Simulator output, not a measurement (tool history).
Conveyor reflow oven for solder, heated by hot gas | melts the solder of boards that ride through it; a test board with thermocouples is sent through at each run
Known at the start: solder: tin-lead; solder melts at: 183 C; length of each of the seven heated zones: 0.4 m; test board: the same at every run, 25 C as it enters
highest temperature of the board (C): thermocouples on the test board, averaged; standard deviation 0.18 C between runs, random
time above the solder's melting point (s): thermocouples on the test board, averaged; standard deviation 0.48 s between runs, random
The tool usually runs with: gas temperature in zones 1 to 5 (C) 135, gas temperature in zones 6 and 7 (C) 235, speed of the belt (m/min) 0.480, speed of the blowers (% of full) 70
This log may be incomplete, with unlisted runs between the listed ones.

run,hour,gas temperature in zones 1 to 5 (C),gas temperature in zones 6 and 7 (C),speed of the belt (m/min),speed of the blowers (% of full),highest temperature of the board (C),time above the solder's melting point (s)
1,0.0,135,235,0.480,70,221.6,78.6
2,19.0,147,235,0.480,70,223.4,86.6
3,35.1,135,235,0.480,70,221.7,78.3
4,69.7,135,235,0.480,70,221.7,79.2
5,87.4,135,235,0.480,70,221.7,79.1
6,119.3,135,235,0.480,70,221.4,79.3
7,147.4,135,241,0.480,70,226.5,82.4
8,177.1,135,241,0.480,70,226.9,83.6
9,194.8,135,241,0.480,70,226.5,82.9
# hour 216.0: thermocouples of zones 6 and 7 changed
10,223.4,149,241,0.480,70,226.7,90.0
11,238.7,149,241,0.480,70,226.5,90.4
12,269.5,122,235,0.480,70,217.3,69.8
13,287.0,122,235,0.480,70,216.9,69.0
14,318.4,135,235,0.481,70,218.8,76.3
15,352.5,135,235,0.480,70,219.0,76.1
16,387.3,121,224,0.532,53,197.4,34.6
17,403.7,136,239,0.532,53,213.5,61.5
18,426.4,136,245,0.519,53,219.4,69.2
19,457.0,123,229,0.501,59,206.7,53.5
20,475.0,123,235,0.500,88,220.1,70.2
21,509.2,123,224,0.504,88,210.4,60.1
22,535.9,135,235,0.555,70,213.5,60.4
23,569.3,135,235,0.555,70,213.6,61.2
24,585.4,144,235,0.396,70,225.6,106.4
25,612.8,144,235,0.396,70,225.7,106.3
26,644.8,144,235,0.396,70,225.4,107.1
# hour 657.4: flux residue cleaned out of gas plates and filters
27,669.6,122,238,0.412,81,228.7,95.1
28,703.2,132,238,0.421,67,226.2,95.2
29,728.5,135,235,0.402,70,225.7,101.2
30,745.2,135,235,0.402,70,225.7,100.9

Each row is a separate what-if for the run after 30, all from the same tool condition, not one after another. Results?
A,762.4,135,235,0.482,70,?,?
B,762.4,135,235,0.440,70,?,?
C,762.4,122,235,0.551,71,?,?

run,highest temperature of the board (C),time above the solder's melting point (s)
A,220.5,78.6
B,223.1,89.2
C,213.9,57.6
With the hidden condition removed and each run's random variation left untouched, the same runs would have given:
run,highest temperature of the board (C),time above the solder's melting point (s)
A,219.1,75.5
B,221.8,85.9
C,212.5,54.7
